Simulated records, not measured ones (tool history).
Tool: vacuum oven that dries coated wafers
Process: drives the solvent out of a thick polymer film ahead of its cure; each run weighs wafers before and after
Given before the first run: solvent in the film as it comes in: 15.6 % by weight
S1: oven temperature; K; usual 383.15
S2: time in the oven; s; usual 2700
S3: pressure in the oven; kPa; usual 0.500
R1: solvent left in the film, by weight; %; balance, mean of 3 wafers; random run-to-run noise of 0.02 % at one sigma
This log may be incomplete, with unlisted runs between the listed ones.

| run | day | S1 | S2 | S3 | R1 |
|---|---|---|---|---|---|
| 1 | 0.000 | 383.15 | 2700 | 0.500 | 1.28 |
| 2 | 1.225 | 383.15 | 2700 | 0.500 | 1.30 |
| 3 | 2.092 | 383.15 | 2700 | 0.500 | 1.29 |
| 4 | 2.700 | 383.15 | 2700 | 0.500 | 1.29 |
| 5 | 3.658 | 383.15 | 2700 | 0.500 | 1.28 |
| 6 | 5.042 | 383.15 | 2700 | 0.500 | 1.32 |
| 7 | 6.142 | 383.15 | 2700 | 0.500 | 1.29 |
| 8 | 6.825 | 390.15 | 2700 | 0.500 | 0.59 |
| 9 | 8.175 | 390.15 | 2700 | 0.500 | 0.61 |
| 10 | 9.408 | 390.15 | 1860 | 0.500 | 1.29 |
| 11 | 10.350 | 383.15 | 2700 | 0.500 | 1.31 |
| 12 | 11.479 | 383.15 | 2700 | 0.500 | 1.28 |
| 13 | 12.471 | 383.15 | 2700 | 0.500 | 1.30 |
| 14 | 13.088 | 383.15 | 2700 | 0.500 | 1.32 |
| 15 | 14.229 | 383.15 | 2700 | 0.500 | 1.32 |
| 16 | 15.567 | 376.15 | 2580 | 0.500 | 2.65 |
| 17 | 16.192 | 383.15 | 1800 | 0.872 | 2.81 |
| 18 | 17.292 | 383.15 | 1800 | 0.318 | 2.44 |
| 19 | 18.092 | 383.15 | 1800 | 0.388 | 2.53 |
| 20 | 18.996 | 383.15 | 2700 | 1.014 | 1.65 |
| 21 | 19.579 | 383.15 | 2700 | 1.014 | 1.64 |
| 22 | 20.538 | 383.15 | 2700 | 1.014 | 1.70 |
| 23 | 21.892 | 383.15 | 3300 | 1.576 | 1.68 |
| 24 | 23.254 | 383.15 | 2700 | 0.328 | 1.18 |
| 25 | 24.229 | 383.15 | 2700 | 0.328 | 1.17 |
| 26 | 25.033 | 393.15 | 2700 | 0.595 | 0.54 |
|  | 25.796 | oven's thermocouples calibrated |
| 27 | 26.429 | 393.15 | 2700 | 0.595 | 0.51 |
| 28 | 27.104 | 383.15 | 1920 | 0.500 | 2.33 |
| 29 | 28.442 | 388.15 | 2280 | 0.852 | 1.29 |

What if the next run were any one of these 3? Each begins from the tool's condition after run 29:
| A | 29.612 | 383.15 | 1920 | 0.500 | ? |
| B | 29.612 | 388.15 | 2520 | 0.852 | ? |
| C | 29.612 | 397.15 | 4020 | 0.852 | ? |

| run | R1 |
|---|---|
| A | 2.33 |
| B | 1.07 |
| C | 0.41 |
Without the tool's unlogged condition, the same runs would have read:
| run | R1 |
|---|---|
| A | 2.33 |
| B | 1.06 |
| C | 0.41 |
